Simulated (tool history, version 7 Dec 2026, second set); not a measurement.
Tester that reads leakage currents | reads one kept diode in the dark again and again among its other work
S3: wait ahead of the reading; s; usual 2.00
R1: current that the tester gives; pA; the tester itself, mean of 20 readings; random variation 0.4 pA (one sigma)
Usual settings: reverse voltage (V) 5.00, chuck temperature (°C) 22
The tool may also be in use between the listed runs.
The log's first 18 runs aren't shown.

{"run": 19, "hour": 1034.9, "reverse voltage (V)": 8.93, "chuck temperature (°C)": 22, "S3": 2.13, "R1": 214.21}
{"run": 20, "hour": 1071.0, "reverse voltage (V)": 5.0, "chuck temperature (°C)": 27, "S3": 2.0, "R1": 223.66}
{"run": 21, "hour": 1119.7, "reverse voltage (V)": 2.05, "chuck temperature (°C)": 57, "S3": 0.5, "R1": 985.05}
{"run": 22, "hour": 1193.6, "reverse voltage (V)": 2.05, "chuck temperature (°C)": 57, "S3": 0.5, "R1": 986.35}
{"run": 23, "hour": 1261.5, "reverse voltage (V)": 2.05, "chuck temperature (°C)": 57, "S3": 0.5, "R1": 992.0}
{"run": 24, "hour": 1318.5, "reverse voltage (V)": 2.88, "chuck temperature (°C)": 20, "S3": 6.78, "R1": 106.82}
{"run": 25, "hour": 1375.5, "reverse voltage (V)": 1.05, "chuck temperature (°C)": 51, "S3": 0.41, "R1": 508.31}
{"hour": 1391.1, "done": "probe card cleaned and baked"}
{"run": 26, "hour": 1452.3, "reverse voltage (V)": 1.05, "chuck temperature (°C)": 51, "S3": 0.41, "R1": 506.4}
{"run": 27, "hour": 1528.3, "reverse voltage (V)": 1.15, "chuck temperature (°C)": 51, "S3": 0.58, "R1": 528.12}
{"hour": 1569.7, "done": "chuck's temperature calibrated"}
{"run": 28, "hour": 1587.9, "reverse voltage (V)": 1.11, "chuck temperature (°C)": 29, "S3": 5.58, "R1": 108.43}
{"run": 29, "hour": 1635.4, "reverse voltage (V)": 15.07, "chuck temperature (°C)": 29, "S3": 3.82, "R1": 369.74}
{"run": 30, "hour": 1701.0, "reverse voltage (V)": 15.07, "chuck temperature (°C)": 29, "S3": 3.82, "R1": 371.84}
{"run": 31, "hour": 1756.3, "reverse voltage (V)": 7.78, "chuck temperature (°C)": 22, "S3": 5.14, "R1": 165.04}

Forecast each of these 4 alternatives for the next run:
{"run": "A", "hour": 1799.0, "reverse voltage (V)": 2.32, "chuck temperature (°C)": 54, "S3": 1.05, "R1": "?"}
{"run": "B", "hour": 1799.0, "reverse voltage (V)": 3.38, "chuck temperature (°C)": 42, "S3": 4.7, "R1": "?"}
{"run": "C", "hour": 1799.0, "reverse voltage (V)": 5.0, "chuck temperature (°C)": 23, "S3": 1.09, "R1": "?"}
{"run": "D", "hour": 1799.0, "reverse voltage (V)": 5.0, "chuck temperature (°C)": 21, "S3": 4.18, "R1": "?"}

run=A R1=805.08
run=B R1=450.15
run=C R1=146.72
run=D R1=125.79
Without the tool's hidden state the same runs would have given:
run=A R1=801.24
run=B R1=446.70
run=C R1=143.93
run=D R1=123.11
